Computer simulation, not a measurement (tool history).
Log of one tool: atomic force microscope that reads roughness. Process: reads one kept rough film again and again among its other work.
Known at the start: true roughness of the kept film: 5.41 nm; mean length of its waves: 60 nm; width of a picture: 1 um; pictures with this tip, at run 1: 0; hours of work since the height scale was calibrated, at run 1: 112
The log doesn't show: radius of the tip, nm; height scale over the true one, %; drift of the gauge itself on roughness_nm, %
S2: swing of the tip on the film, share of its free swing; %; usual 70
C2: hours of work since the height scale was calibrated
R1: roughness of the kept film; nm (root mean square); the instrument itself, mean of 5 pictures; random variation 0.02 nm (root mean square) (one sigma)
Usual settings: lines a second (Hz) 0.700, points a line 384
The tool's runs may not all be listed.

run 1 hour=0.0 | lines_a_second_(Hz)=0.700 S2=70 points_a_line=384 | pictures_with_this_tip=0 C2=112 | R1=5.032
run 2 hour=14.4 | lines_a_second_(Hz)=0.700 S2=70 points_a_line=384 | pictures_with_this_tip=23 C2=121 | R1=4.917
run 3 hour=31.9 | lines_a_second_(Hz)=0.700 S2=84 points_a_line=384 | pictures_with_this_tip=52 C2=132 | R1=4.675
run 4 hour=41.0 | lines_a_second_(Hz)=0.700 S2=57 points_a_line=384 | pictures_with_this_tip=67 C2=138 | R1=4.916
run 5 hour=58.4 | lines_a_second_(Hz)=0.700 S2=57 points_a_line=384 | pictures_with_this_tip=95 C2=148 | R1=4.859
run 6 hour=72.0 | lines_a_second_(Hz)=0.700 S2=70 points_a_line=441 | pictures_with_this_tip=118 C2=157 | R1=4.733
run 7 hour=83.7 | lines_a_second_(Hz)=0.700 S2=70 points_a_line=441 | pictures_with_this_tip=137 C2=164 | R1=4.681
run 8 hour=100.6 | lines_a_second_(Hz)=0.700 S2=70 points_a_line=441 | pictures_with_this_tip=165 C2=174 | R1=4.634
run 9 hour=110.0 | lines_a_second_(Hz)=0.700 S2=70 points_a_line=441 | pictures_with_this_tip=180 C2=180 | R1=4.578
run 10 hour=123.7 | lines_a_second_(Hz)=0.700 S2=70 points_a_line=441 | pictures_with_this_tip=203 C2=188 | R1=4.495
run 11 hour=141.8 | lines_a_second_(Hz)=0.700 S2=70 points_a_line=441 | pictures_with_this_tip=232 C2=199 | R1=4.456
run 12 hour=159.9 | lines_a_second_(Hz)=0.700 S2=70 points_a_line=441 | pictures_with_this_tip=262 C2=210 | R1=4.362
-- hour=164.1 new tip fitted
run 13 hour=174.9 | lines_a_second_(Hz)=0.700 S2=70 points_a_line=441 | pictures_with_this_tip=18 C2=219 | R1=4.963
run 14 hour=189.4 | lines_a_second_(Hz)=0.700 S2=70 points_a_line=441 | pictures_with_this_tip=41 C2=228 | R1=4.883
run 15 hour=204.0 | lines_a_second_(Hz)=1.050 S2=70 points_a_line=384 | pictures_with_this_tip=65 C2=237 | R1=4.742
run 16 hour=215.4 | lines_a_second_(Hz)=1.050 S2=70 points_a_line=384 | pictures_with_this_tip=84 C2=244 | R1=4.703
run 17 hour=232.5 | lines_a_second_(Hz)=0.700 S2=80 points_a_line=384 | pictures_with_this_tip=112 C2=255 | R1=4.597
run 18 hour=242.0 | lines_a_second_(Hz)=0.700 S2=80 points_a_line=384 | pictures_with_this_tip=128 C2=260 | R1=4.591
run 19 hour=258.0 | lines_a_second_(Hz)=0.642 S2=64 points_a_line=384 | pictures_with_this_tip=154 C2=270 | R1=4.693
run 20 hour=273.5 | lines_a_second_(Hz)=0.642 S2=65 points_a_line=263 | pictures_with_this_tip=179 C2=280 | R1=4.634
run 21 hour=293.4 | lines_a_second_(Hz)=0.642 S2=67 points_a_line=263 | pictures_with_this_tip=212 C2=292 | R1=4.476
run 22 hour=312.5 | lines_a_second_(Hz)=1.173 S2=60 points_a_line=936 | pictures_with_this_tip=244 C2=304 | R1=4.460

3 ways to go on from here, each from the tool as it stands after run 22. What would each give?
-- hour=328.5 new tip fitted
run A hour=328.9 | lines_a_second_(Hz)=1.173 S2=82 points_a_line=936 | pictures_with_this_tip=0 C2=313 | R1=?
-- hour=328.5 new tip fitted
run B hour=328.9 | lines_a_second_(Hz)=1.173 S2=70 points_a_line=295 | pictures_with_this_tip=0 C2=313 | R1=?
-- hour=328.5 new tip fitted
run C hour=328.9 | lines_a_second_(Hz)=0.618 S2=78 points_a_line=289 | pictures_with_this_tip=0 C2=313 | R1=?

run=A R1=4.719
run=B R1=4.882
run=C R1=4.949
Without the tool's hidden state the same runs would have given:
run=A R1=4.734
run=B R1=4.898
run=C R1=4.964

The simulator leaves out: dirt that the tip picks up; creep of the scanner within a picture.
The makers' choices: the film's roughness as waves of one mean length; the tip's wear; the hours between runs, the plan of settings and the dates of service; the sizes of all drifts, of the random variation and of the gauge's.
